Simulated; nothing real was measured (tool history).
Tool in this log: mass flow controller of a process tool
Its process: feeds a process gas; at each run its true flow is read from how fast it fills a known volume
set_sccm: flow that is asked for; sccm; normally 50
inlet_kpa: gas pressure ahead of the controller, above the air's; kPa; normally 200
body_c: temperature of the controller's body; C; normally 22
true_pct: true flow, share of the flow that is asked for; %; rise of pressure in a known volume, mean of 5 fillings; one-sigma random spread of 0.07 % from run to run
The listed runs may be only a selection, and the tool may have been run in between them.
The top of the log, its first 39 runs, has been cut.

| run | hour | set_sccm | inlet_kpa | body_c | hours of work since the controller was set to zero | hours of work since the controller was changed | true_pct |
|---|---|---|---|---|---|---|---|
| 40 | 4467.2 | 17 | 186 | 23 | 1704 | 1704 | 99.06 |
| 41 | 4622.8 | 29 | 153 | 38 | 1757 | 1757 | 99.93 |
| 42 | 4782.3 | 29 | 153 | 38 | 1810 | 1810 | 99.94 |
| 43 | 4891.9 | 29 | 153 | 38 | 1847 | 1847 | 99.92 |
| 44 | 4985.2 | 50 | 174 | 22 | 1879 | 1879 | 99.12 |
| 45 | 5086.4 | 47 | 199 | 30 | 1913 | 1913 | 99.67 |
| 46 | 5175.7 | 47 | 199 | 30 | 1943 | 1943 | 99.76 |
| 47 | 5246.9 | 64 | 152 | 22 | 1967 | 1967 | 99.17 |
| 48 | 5377.0 | 50 | 195 | 39 | 2011 | 2011 | 100.29 |

Predict each of these 3 candidate next runs independently; none follows another, all start after run 48:
| A | 5479.6 | 50 | 270 | 22 | 2045 | 2045 | ? |
| B | 5479.6 | 50 | 200 | 25 | 2045 | 2045 | ? |
| C | 5479.6 | 96 | 164 | 22 | 2045 | 2045 | ? |

| run | true_pct |
|---|---|
| A | 99.43 |
| B | 99.45 |
| C | 99.90 |
Without the tool's hidden state the same runs would have given:
| run | true_pct |
|---|---|
| A | 99.43 |
| B | 99.45 |
| C | 99.89 |

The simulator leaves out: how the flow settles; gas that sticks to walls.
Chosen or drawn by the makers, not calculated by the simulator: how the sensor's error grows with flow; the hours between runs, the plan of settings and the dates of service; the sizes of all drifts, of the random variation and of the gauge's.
